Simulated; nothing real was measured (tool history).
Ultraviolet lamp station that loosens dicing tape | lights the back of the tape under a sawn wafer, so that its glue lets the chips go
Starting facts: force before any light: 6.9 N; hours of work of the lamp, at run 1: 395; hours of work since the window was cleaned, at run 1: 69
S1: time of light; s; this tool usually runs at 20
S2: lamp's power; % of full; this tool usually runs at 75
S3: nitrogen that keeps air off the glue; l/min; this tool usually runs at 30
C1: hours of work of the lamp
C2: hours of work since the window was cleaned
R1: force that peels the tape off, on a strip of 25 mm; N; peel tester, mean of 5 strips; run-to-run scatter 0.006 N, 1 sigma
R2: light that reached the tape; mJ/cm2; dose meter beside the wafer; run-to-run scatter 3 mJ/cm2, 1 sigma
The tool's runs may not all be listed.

{"run": 1, "day": 0.0, "S1": 20, "S2": 75, "S3": 30, "C1": 395, "C2": 69, "R1": 0.211, "R2": 396}
{"run": 2, "day": 1.842, "S1": 20, "S2": 75, "S3": 30, "C1": 424, "C2": 97, "R1": 0.228, "R2": 395}
{"run": 3, "day": 2.958, "S1": 20, "S2": 75, "S3": 30, "C1": 441, "C2": 114, "R1": 0.226, "R2": 392}
{"run": 4, "day": 4.25, "S1": 20, "S2": 75, "S3": 30, "C1": 461, "C2": 134, "R1": 0.219, "R2": 388}
{"run": 5, "day": 6.7, "S1": 20, "S2": 75, "S3": 30, "C1": 498, "C2": 172, "R1": 0.237, "R2": 379}
{"run": 6, "day": 7.962, "S1": 20, "S2": 75, "S3": 30, "C1": 518, "C2": 191, "R1": 0.241, "R2": 380}
{"run": 7, "day": 9.146, "S1": 20, "S2": 85, "S3": 30, "C1": 536, "C2": 209, "R1": 0.191, "R2": 428}
{"run": 8, "day": 11.808, "S1": 20, "S2": 75, "S3": 29, "C1": 577, "C2": 250, "R1": 0.291, "R2": 360}
{"run": 9, "day": 13.983, "S1": 20, "S2": 75, "S3": 29, "C1": 610, "C2": 283, "R1": 0.279, "R2": 356}
{"run": 10, "day": 16.25, "S1": 20, "S2": 76, "S3": 30, "C1": 645, "C2": 318, "R1": 0.281, "R2": 359}
{"run": 11, "day": 18.958, "S1": 20, "S2": 75, "S3": 30, "C1": 686, "C2": 360, "R1": 0.313, "R2": 346}
{"day": 19.162, "done": "window cleaned of glue's vapour"}
{"run": 12, "day": 20.108, "S1": 14, "S2": 75, "S3": 32, "C1": 704, "C2": 14, "R1": 0.833, "R2": 223}
{"run": 13, "day": 22.183, "S1": 36, "S2": 75, "S3": 32, "C1": 735, "C2": 46, "R1": 0.102, "R2": 555}
{"run": 14, "day": 23.325, "S1": 12, "S2": 75, "S3": 30, "C1": 753, "C2": 64, "R1": 1.142, "R2": 188}
{"day": 24.183, "done": "window cleaned of glue's vapour, once more"}
{"run": 15, "day": 25.504, "S1": 28, "S2": 70, "S3": 14, "C1": 786, "C2": 20, "R1": 0.272, "R2": 494}
{"run": 16, "day": 26.808, "S1": 28, "S2": 70, "S3": 14, "C1": 806, "C2": 40, "R1": 0.278, "R2": 484}
{"run": 17, "day": 28.767, "S1": 28, "S2": 70, "S3": 14, "C1": 836, "C2": 70, "R1": 0.283, "R2": 476}
{"run": 18, "day": 30.696, "S1": 28, "S2": 70, "S3": 14, "C1": 866, "C2": 100, "R1": 0.278, "R2": 471}
{"run": 19, "day": 32.242, "S1": 22, "S2": 79, "S3": 30, "C1": 889, "C2": 124, "R1": 0.199, "R2": 410}
{"run": 20, "day": 34.392, "S1": 38, "S2": 67, "S3": 30, "C1": 922, "C2": 157, "R1": 0.096, "R2": 590}
{"run": 21, "day": 36.308, "S1": 38, "S2": 60, "S3": 43, "C1": 952, "C2": 186, "R1": 0.104, "R2": 517}
{"run": 22, "day": 37.529, "S1": 38, "S2": 60, "S3": 43, "C1": 971, "C2": 205, "R1": 0.098, "R2": 505}

Pick out some run-to-run changes in R1. Of each, how much would a tool without hidden state show as well, from the settings, what came in and chance, and how much is left for the hidden state and any gauge scatter not in both results compared?
What the log doesn't record here: lamp's light, % of a new lamp's; light that the window lets through, % of a clean one's; drift of the gauge itself on peel_n, %; drift of the gauge itself on dose_mj_cm2, %.
Run 13 -> 14: S1 36 -> 12, S3 32 -> 30. R1 +1.040 N: hidden state +0.574, all else +0.466.
Run 14 -> 15: S1 12 -> 28, S2 75 -> 70, S3 30 -> 14, window cleaned of glue's vapour, once more. R1 -0.870 N: hidden state -0.500, all else -0.370.

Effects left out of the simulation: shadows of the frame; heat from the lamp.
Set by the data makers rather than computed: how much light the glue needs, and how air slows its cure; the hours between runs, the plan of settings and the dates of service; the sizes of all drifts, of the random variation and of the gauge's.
